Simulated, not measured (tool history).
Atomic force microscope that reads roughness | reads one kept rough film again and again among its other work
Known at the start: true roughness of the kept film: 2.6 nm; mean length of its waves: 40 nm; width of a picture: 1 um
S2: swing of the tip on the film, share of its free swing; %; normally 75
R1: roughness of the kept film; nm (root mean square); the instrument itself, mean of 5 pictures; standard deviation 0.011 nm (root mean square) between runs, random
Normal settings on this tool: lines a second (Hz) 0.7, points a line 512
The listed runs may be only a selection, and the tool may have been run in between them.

run 1 hour=0 | lines_a_second_(Hz)=0.7 S2=75 points_a_line=512 | R1=2.419
run 2 hour=35.1 | lines_a_second_(Hz)=0.7 S2=75 points_a_line=512 | R1=2.433
-- hour=73.9 new tip fitted
run 3 hour=97.6 | lines_a_second_(Hz)=0.7 S2=75 points_a_line=512 | R1=2.43
-- hour=147.5 new tip fitted
run 4 hour=160.5 | lines_a_second_(Hz)=0.7 S2=75 points_a_line=512 | R1=2.423
run 5 hour=209.3 | lines_a_second_(Hz)=0.7 S2=75 points_a_line=512 | R1=2.423
-- hour=220.1 new tip fitted
run 6 hour=261.7 | lines_a_second_(Hz)=0.7 S2=75 points_a_line=512 | R1=2.425
-- hour=294.8 new tip fitted
run 7 hour=319.3 | lines_a_second_(Hz)=0.7 S2=75 points_a_line=512 | R1=2.436
-- hour=366.9 new tip fitted
run 8 hour=382.3 | lines_a_second_(Hz)=0.7 S2=75 points_a_line=512 | R1=2.434
run 9 hour=421.4 | lines_a_second_(Hz)=0.7 S2=64 points_a_line=512 | R1=2.452
-- hour=441.1 new tip fitted
run 10 hour=465.2 | lines_a_second_(Hz)=0.7 S2=64 points_a_line=512 | R1=2.467
-- hour=512.6 new tip fitted
run 11 hour=515.4 | lines_a_second_(Hz)=0.7 S2=64 points_a_line=512 | R1=2.46
run 12 hour=556 | lines_a_second_(Hz)=0.7 S2=64 points_a_line=512 | R1=2.441
-- hour=587 new tip fitted
run 13 hour=599.2 | lines_a_second_(Hz)=0.7 S2=64 points_a_line=512 | R1=2.461
run 14 hour=654.4 | lines_a_second_(Hz)=0.7 S2=64 points_a_line=512 | R1=2.442
-- hour=660.6 new tip fitted
run 15 hour=697.8 | lines_a_second_(Hz)=0.7 S2=64 points_a_line=512 | R1=2.436
-- hour=735.3 new tip fitted
run 16 hour=738.4 | lines_a_second_(Hz)=1.329 S2=64 points_a_line=512 | R1=2.421
run 17 hour=785.8 | lines_a_second_(Hz)=0.685 S2=77 points_a_line=366 | R1=2.394
-- hour=809.6 new tip fitted
run 18 hour=822.6 | lines_a_second_(Hz)=2.02 S2=58 points_a_line=313 | R1=2.425
run 19 hour=877.9 | lines_a_second_(Hz)=2.02 S2=58 points_a_line=313 | R1=2.408
-- hour=881.3 new tip fitted
run 20 hour=932 | lines_a_second_(Hz)=0.7 S2=73 points_a_line=512 | R1=2.428
-- hour=954.8 new tip fitted
run 21 hour=994.9 | lines_a_second_(Hz)=3.764 S2=76 points_a_line=715 | R1=2.204
run 22 hour=1021.4 | lines_a_second_(Hz)=0.9 S2=67 points_a_line=555 | R1=2.428
-- hour=1029.3 new tip fitted
run 23 hour=1074.4 | lines_a_second_(Hz)=1.971 S2=63 points_a_line=947 | R1=2.418
-- hour=1105.8 new tip fitted
run 24 hour=1128.3 | lines_a_second_(Hz)=0.577 S2=75 points_a_line=687 | R1=2.422
-- hour=1177.8 new tip fitted
run 25 hour=1193.4 | lines_a_second_(Hz)=0.7 S2=63 points_a_line=647 | R1=2.473

Forecast run 26:
run 26 hour=1235.6 | lines_a_second_(Hz)=1.3 S2=64 points_a_line=277 | R1=?

Run 26 measured R1 2.432 nm (root mean square).
If the tool had no hidden condition, the same run with the same run-to-run variation would have returned R1 2.437 nm (root mean square).
